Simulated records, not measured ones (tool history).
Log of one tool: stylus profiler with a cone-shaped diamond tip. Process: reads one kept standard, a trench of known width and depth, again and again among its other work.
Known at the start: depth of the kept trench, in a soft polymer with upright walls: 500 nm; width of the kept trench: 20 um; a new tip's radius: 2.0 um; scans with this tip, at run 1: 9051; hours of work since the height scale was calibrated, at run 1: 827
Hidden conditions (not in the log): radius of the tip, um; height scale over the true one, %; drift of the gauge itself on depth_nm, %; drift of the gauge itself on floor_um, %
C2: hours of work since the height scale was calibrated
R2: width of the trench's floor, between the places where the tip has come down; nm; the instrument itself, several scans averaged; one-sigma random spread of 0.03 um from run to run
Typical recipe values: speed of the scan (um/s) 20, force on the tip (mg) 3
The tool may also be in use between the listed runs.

run 1 day=0 | speed_of_the_scan_(um/s)=20 force_on_the_tip_(mg)=3 | scans_with_this_tip=9051 C2=827 | depth_of_the_trench_(Å)=5067.6 R2=16840
run 2 day=2.958 | speed_of_the_scan_(um/s)=20 force_on_the_tip_(mg)=3 | scans_with_this_tip=9385 C2=857 | depth_of_the_trench_(Å)=5066.2 R2=16850
run 3 day=5.883 | speed_of_the_scan_(um/s)=20 force_on_the_tip_(mg)=3 | scans_with_this_tip=9715 C2=887 | depth_of_the_trench_(Å)=5066.3 R2=16890
run 4 day=7.458 | speed_of_the_scan_(um/s)=20 force_on_the_tip_(mg)=7.95 | scans_with_this_tip=9893 C2=903 | depth_of_the_trench_(Å)=5117.7 R2=16820
run 5 day=9.521 | speed_of_the_scan_(um/s)=20 force_on_the_tip_(mg)=3 | scans_with_this_tip=10125 C2=925 | depth_of_the_trench_(Å)=5064.9 R2=16770
run 6 day=11.054 | speed_of_the_scan_(um/s)=20 force_on_the_tip_(mg)=3 | scans_with_this_tip=10298 C2=940 | depth_of_the_trench_(Å)=5067.3 R2=16770
run 7 day=13.033 | speed_of_the_scan_(um/s)=20 force_on_the_tip_(mg)=3 | scans_with_this_tip=10522 C2=961 | depth_of_the_trench_(Å)=5069.1 R2=16730
run 8 day=15.429 | speed_of_the_scan_(um/s)=20 force_on_the_tip_(mg)=3 | scans_with_this_tip=10792 C2=986 | depth_of_the_trench_(Å)=5069.6 R2=16810
run 9 day=16.958 | speed_of_the_scan_(um/s)=20 force_on_the_tip_(mg)=3 | scans_with_this_tip=10964 C2=1001 | depth_of_the_trench_(Å)=5067 R2=16790
run 10 day=19.033 | speed_of_the_scan_(um/s)=20 force_on_the_tip_(mg)=3 | scans_with_this_tip=11198 C2=1023 | depth_of_the_trench_(Å)=5067.5 R2=16780
run 11 day=21.671 | speed_of_the_scan_(um/s)=20 force_on_the_tip_(mg)=3 | scans_with_this_tip=11496 C2=1050 | depth_of_the_trench_(Å)=5070.1 R2=16730
run 12 day=23.858 | speed_of_the_scan_(um/s)=20 force_on_the_tip_(mg)=3 | scans_with_this_tip=11743 C2=1072 | depth_of_the_trench_(Å)=5069.9 R2=16700
run 13 day=26.579 | speed_of_the_scan_(um/s)=20 force_on_the_tip_(mg)=3 | scans_with_this_tip=12050 C2=1100 | depth_of_the_trench_(Å)=5067.7 R2=16710
run 14 day=28.729 | speed_of_the_scan_(um/s)=20 force_on_the_tip_(mg)=1.53 | scans_with_this_tip=12292 C2=1123 | depth_of_the_trench_(Å)=5047.3 R2=16690
run 15 day=30.946 | speed_of_the_scan_(um/s)=20 force_on_the_tip_(mg)=1.53 | scans_with_this_tip=12542 C2=1145 | depth_of_the_trench_(Å)=5048.8 R2=16660
run 16 day=32.921 | speed_of_the_scan_(um/s)=20 force_on_the_tip_(mg)=1.53 | scans_with_this_tip=12765 C2=1166 | depth_of_the_trench_(Å)=5051.2 R2=16640
run 17 day=35.883 | speed_of_the_scan_(um/s)=20 force_on_the_tip_(mg)=1.53 | scans_with_this_tip=13099 C2=1196 | depth_of_the_trench_(Å)=5050 R2=16670
run 18 day=37.888 | speed_of_the_scan_(um/s)=12 force_on_the_tip_(mg)=3 | scans_with_this_tip=13325 C2=1217 | depth_of_the_trench_(Å)=5074.2 R2=16670
run 19 day=39.371 | speed_of_the_scan_(um/s)=47 force_on_the_tip_(mg)=3 | scans_with_this_tip=13493 C2=1232 | depth_of_the_trench_(Å)=5073.1 R2=16580
run 20 day=41.642 | speed_of_the_scan_(um/s)=47 force_on_the_tip_(mg)=3 | scans_with_this_tip=13749 C2=1256 | depth_of_the_trench_(Å)=5071 R2=16570
run 21 day=44.446 | speed_of_the_scan_(um/s)=20 force_on_the_tip_(mg)=3 | scans_with_this_tip=14065 C2=1284 | depth_of_the_trench_(Å)=5073.8 R2=16630
run 22 day=46.371 | speed_of_the_scan_(um/s)=20 force_on_the_tip_(mg)=3 | scans_with_this_tip=14282 C2=1304 | depth_of_the_trench_(Å)=5074.3 R2=16580
run 23 day=49.321 | speed_of_the_scan_(um/s)=11 force_on_the_tip_(mg)=1.2 | scans_with_this_tip=14615 C2=1335 | depth_of_the_trench_(Å)=5047.7 R2=16630
run 24 day=51.054 | speed_of_the_scan_(um/s)=10 force_on_the_tip_(mg)=1.14 | scans_with_this_tip=14811 C2=1353 | depth_of_the_trench_(Å)=5045.5 R2=16710
run 25 day=53.454 | speed_of_the_scan_(um/s)=14 force_on_the_tip_(mg)=2.21 | scans_with_this_tip=15081 C2=1377 | depth_of_the_trench_(Å)=5063.3 R2=16610
run 26 day=55.446 | speed_of_the_scan_(um/s)=14 force_on_the_tip_(mg)=2.21 | scans_with_this_tip=15306 C2=1398 | depth_of_the_trench_(Å)=5062.6 R2=16580
run 27 day=56.908 | speed_of_the_scan_(um/s)=19 force_on_the_tip_(mg)=3.28 | scans_with_this_tip=15471 C2=1413 | depth_of_the_trench_(Å)=5075.3 R2=16580
run 28 day=58.708 | speed_of_the_scan_(um/s)=18 force_on_the_tip_(mg)=5.78 | scans_with_this_tip=15674 C2=1431 | depth_of_the_trench_(Å)=5104.3 R2=16600
run 29 day=59.992 | speed_of_the_scan_(um/s)=18 force_on_the_tip_(mg)=5.78 | scans_with_this_tip=15819 C2=1445 | depth_of_the_trench_(Å)=5104.3 R2=16550
run 30 day=62.588 | speed_of_the_scan_(um/s)=9 force_on_the_tip_(mg)=4.98 | scans_with_this_tip=16111 C2=1471 | depth_of_the_trench_(Å)=5099.2 R2=16590
run 31 day=65.433 | speed_of_the_scan_(um/s)=12 force_on_the_tip_(mg)=1.49 | scans_with_this_tip=16433 C2=1501 | depth_of_the_trench_(Å)=5055.1 R2=16560
run 32 day=66.704 | speed_of_the_scan_(um/s)=51 force_on_the_tip_(mg)=4.62 | scans_with_this_tip=16576 C2=1514 | depth_of_the_trench_(Å)=5095.2 R2=16480
run 33 day=68.558 | speed_of_the_scan_(um/s)=79 force_on_the_tip_(mg)=6.4 | scans_with_this_tip=16785 C2=1533 | depth_of_the_trench_(Å)=5114 R2=16420
run 34 day=70.683 | speed_of_the_scan_(um/s)=25 force_on_the_tip_(mg)=1.45 | scans_with_this_tip=17025 C2=1555 | depth_of_the_trench_(Å)=5055.9 R2=16520
run 35 day=72.017 | speed_of_the_scan_(um/s)=25 force_on_the_tip_(mg)=1.45 | scans_with_this_tip=17175 C2=1568 | depth_of_the_trench_(Å)=5055 R2=16480
run 36 day=73.35 | speed_of_the_scan_(um/s)=43 force_on_the_tip_(mg)=4.3 | scans_with_this_tip=17326 C2=1582 | depth_of_the_trench_(Å)=5089.7 R2=16420
run 37 day=76.338 | speed_of_the_scan_(um/s)=67 force_on_the_tip_(mg)=4.3 | scans_with_this_tip=17663 C2=1613 | depth_of_the_trench_(Å)=5091.3 R2=16360
run 38 day=78.704 | speed_of_the_scan_(um/s)=67 force_on_the_tip_(mg)=4.3 | scans_with_this_tip=17930 C2=1637 | depth_of_the_trench_(Å)=5090 R2=16370
run 39 day=80.975 | speed_of_the_scan_(um/s)=38 force_on_the_tip_(mg)=6.88 | scans_with_this_tip=18186 C2=1661 | depth_of_the_trench_(Å)=5118.6 R2=16430
-- day=82.167 height scale calibrated on a step standard
run 40 day=82.45 | speed_of_the_scan_(um/s)=37 force_on_the_tip_(mg)=1.83 | scans_with_this_tip=18350 C2=3 | depth_of_the_trench_(Å)=5039.6 R2=16340
run 41 day=84.158 | speed_of_the_scan_(um/s)=19 force_on_the_tip_(mg)=1.57 | scans_with_this_tip=18543 C2=21 | depth_of_the_trench_(Å)=5035.3 R2=16450

Measured less the same run without the tool's hidden state. The same run-to-run variation is in both; the gauge's scatter may not be:
run=1 depth_of_the_trench_(Å)=+10.7 R2=-460
run=2 depth_of_the_trench_(Å)=+11.2 R2=-470
run=3 depth_of_the_trench_(Å)=+11.6 R2=-490
run=4 depth_of_the_trench_(Å)=+11.9 R2=-490
run=5 depth_of_the_trench_(Å)=+12.1 R2=-500
run=6 depth_of_the_trench_(Å)=+12.3 R2=-510
run=7 depth_of_the_trench_(Å)=+12.6 R2=-520
run=8 depth_of_the_trench_(Å)=+12.9 R2=-530
run=9 depth_of_the_trench_(Å)=+13.1 R2=-540
run=10 depth_of_the_trench_(Å)=+13.4 R2=-550
run=11 depth_of_the_trench_(Å)=+13.8 R2=-560
run=12 depth_of_the_trench_(Å)=+14.1 R2=-570
run=13 depth_of_the_trench_(Å)=+14.4 R2=-590
run=14 depth_of_the_trench_(Å)=+14.7 R2=-600
run=15 depth_of_the_trench_(Å)=+15 R2=-610
run=16 depth_of_the_trench_(Å)=+15.3 R2=-620
run=17 depth_of_the_trench_(Å)=+15.6 R2=-630
run=18 depth_of_the_trench_(Å)=+15.9 R2=-640
run=19 depth_of_the_trench_(Å)=+16.2 R2=-650
run=20 depth_of_the_trench_(Å)=+16.5 R2=-660
run=21 depth_of_the_trench_(Å)=+16.8 R2=-670
run=22 depth_of_the_trench_(Å)=+17.1 R2=-680
run=23 depth_of_the_trench_(Å)=+17.5 R2=-690
run=24 depth_of_the_trench_(Å)=+17.6 R2=-700
run=25 depth_of_the_trench_(Å)=+18 R2=-710
run=26 depth_of_the_trench_(Å)=+18.3 R2=-730
run=27 depth_of_the_trench_(Å)=+18.6 R2=-730
run=28 depth_of_the_trench_(Å)=+18.8 R2=-740
run=29 depth_of_the_trench_(Å)=+19 R2=-750
run=30 depth_of_the_trench_(Å)=+19.4 R2=-750
run=31 depth_of_the_trench_(Å)=+19.6 R2=-760
run=32 depth_of_the_trench_(Å)=+19.9 R2=-770
run=33 depth_of_the_trench_(Å)=+20.3 R2=-790
run=34 depth_of_the_trench_(Å)=+20.3 R2=-800
run=35 depth_of_the_trench_(Å)=+20.4 R2=-800
run=36 depth_of_the_trench_(Å)=+20.8 R2=-810
run=37 depth_of_the_trench_(Å)=+21.3 R2=-820
run=38 depth_of_the_trench_(Å)=+21.6 R2=-830
run=39 depth_of_the_trench_(Å)=+22.1 R2=-840
run=40 depth_of_the_trench_(Å)=+0.4 R2=-850
run=41 depth_of_the_trench_(Å)=+0.6 R2=-850

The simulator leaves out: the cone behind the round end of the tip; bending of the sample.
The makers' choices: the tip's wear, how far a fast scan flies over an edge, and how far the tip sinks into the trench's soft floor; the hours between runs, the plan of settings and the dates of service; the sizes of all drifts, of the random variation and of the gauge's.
